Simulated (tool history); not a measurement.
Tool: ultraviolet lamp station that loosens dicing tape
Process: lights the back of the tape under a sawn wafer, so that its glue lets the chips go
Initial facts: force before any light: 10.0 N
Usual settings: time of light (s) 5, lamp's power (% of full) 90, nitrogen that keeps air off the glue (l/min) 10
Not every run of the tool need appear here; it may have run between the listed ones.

run	hour	time of light (s)	lamp's power (% of full)	nitrogen that keeps air off the glue (l/min)	force that peels the tape off (N)	light that reached the tape (mJ/cm2)
1	0	5	90	10	0.737	235
2	33.3	5	90	10	0.715	232
3	83.2	9	90	10	0.226	411
4	114.2	5	90	4	1.575	225
5	174.5	5	80	10	1.04	198
6	225.5	5	80	10	1.075	197
7	277.5	5	90	10	0.824	217
8	340.7	5	90	10	0.887	215
9	385.3	5	90	10	0.908	209
10	426.8	5	90	10	0.92	207
11	484.5	5	90	10	0.966	205
12	517.5	8	90	10	0.351	326
13	573.9	3	90	10	2.5	117
14	604.8	3	90	6	3.244	119
15	655.4	3	90	6	3.118	119
16	687.7	3	90	6	3.264	118
17	734.7	3	90	6	3.386	116
18	769.6	3	90	6	3.274	113
19	823.6	3	90	10	2.743	112
20	852.7	5	80	12	1.285	160
21	881.4	5	80	16	1.154	163
22	935.3	8	97	5	0.714	310
23	998.9	5	82	4	2.617	163
24	1058.6	5	87	8	1.652	162
25	1104	5	95	13	1.007	178
26	1139.2	4	89	9	2.213	133
27	1201.9	4	89	9	2.294	131
28	1262.9	10	85	9	0.431	302
# hour 1270.3: window cleaned of glue's vapour
29	1297.9	10	98	9	0.249	406
30	1347.1	10	98	9	0.255	400
31	1381.2	9	67	12	0.552	247
32	1413.3	8	71	3	1.839	227
33	1445.5	8	71	3	1.942	225

What if the next run were any one of these 5? Each begins from the tool's condition after run 33:
A	1508.3	5	67	4	?	?
B	1508.3	5	93	9	?	?
C	1508.3	8	71	10	?	?
D	1508.3	8	78	3	?	?
E	1508.3	8	64	13	?	?

run	force that peels the tape off (N)	light that reached the tape (mJ/cm2)
A	3.401	132
B	1.33	182
C	0.812	223
D	1.694	247
E	0.845	200
Had the tool no hidden state, the same runs would have come out as:
run	force that peels the tape off (N)	light that reached the tape (mJ/cm2)
A	2.093	193
B	0.598	266
C	0.351	326
D	0.81	361
E	0.357	293

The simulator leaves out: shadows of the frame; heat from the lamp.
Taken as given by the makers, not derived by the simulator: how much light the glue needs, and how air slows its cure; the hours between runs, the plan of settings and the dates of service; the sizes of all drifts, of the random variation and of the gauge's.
